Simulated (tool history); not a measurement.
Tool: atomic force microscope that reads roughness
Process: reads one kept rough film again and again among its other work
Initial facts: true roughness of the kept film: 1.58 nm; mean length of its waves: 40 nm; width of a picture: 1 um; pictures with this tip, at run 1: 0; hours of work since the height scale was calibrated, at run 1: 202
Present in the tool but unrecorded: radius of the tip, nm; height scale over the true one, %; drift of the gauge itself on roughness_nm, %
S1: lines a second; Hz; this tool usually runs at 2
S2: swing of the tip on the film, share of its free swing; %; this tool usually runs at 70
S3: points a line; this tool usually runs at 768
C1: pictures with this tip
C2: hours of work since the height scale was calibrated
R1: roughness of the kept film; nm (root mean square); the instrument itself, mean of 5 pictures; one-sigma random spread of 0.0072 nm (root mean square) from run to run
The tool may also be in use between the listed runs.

run 1 hour=0 | S1=2 S2=70 S3=768 | C1=0 C2=202 | R1=1.49
run 2 hour=4.8 | S1=2 S2=70 S3=768 | C1=10 C2=206 | R1=1.487
run 3 hour=9.7 | S1=2 S2=70 S3=768 | C1=19 C2=210 | R1=1.484
run 4 hour=14.1 | S1=2 S2=70 S3=768 | C1=28 C2=214 | R1=1.47
run 5 hour=22.3 | S1=2 S2=70 S3=768 | C1=44 C2=220 | R1=1.476
run 6 hour=28.5 | S1=2 S2=84 S3=623 | C1=56 C2=225 | R1=1.422
-- hour=30.3 height scale calibrated on a step standard
run 7 hour=37.5 | S1=3.46 S2=84 S3=623 | C1=72 C2=6 | R1=1.351
run 8 hour=44.3 | S1=2 S2=67 S3=417 | C1=86 C2=11 | R1=1.475
run 9 hour=49.2 | S1=2 S2=67 S3=417 | C1=95 C2=15 | R1=1.472
run 10 hour=58.1 | S1=3.26 S2=70 S3=285 | C1=113 C2=22 | R1=1.423

Same runs, no hidden state in the tool, same run-to-run variation:
run=1 R1=1.488
run=2 R1=1.487
run=3 R1=1.486
run=4 R1=1.473
run=5 R1=1.481
run=6 R1=1.429
run=7 R1=1.36
run=8 R1=1.487
run=9 R1=1.486
run=10 R1=1.439
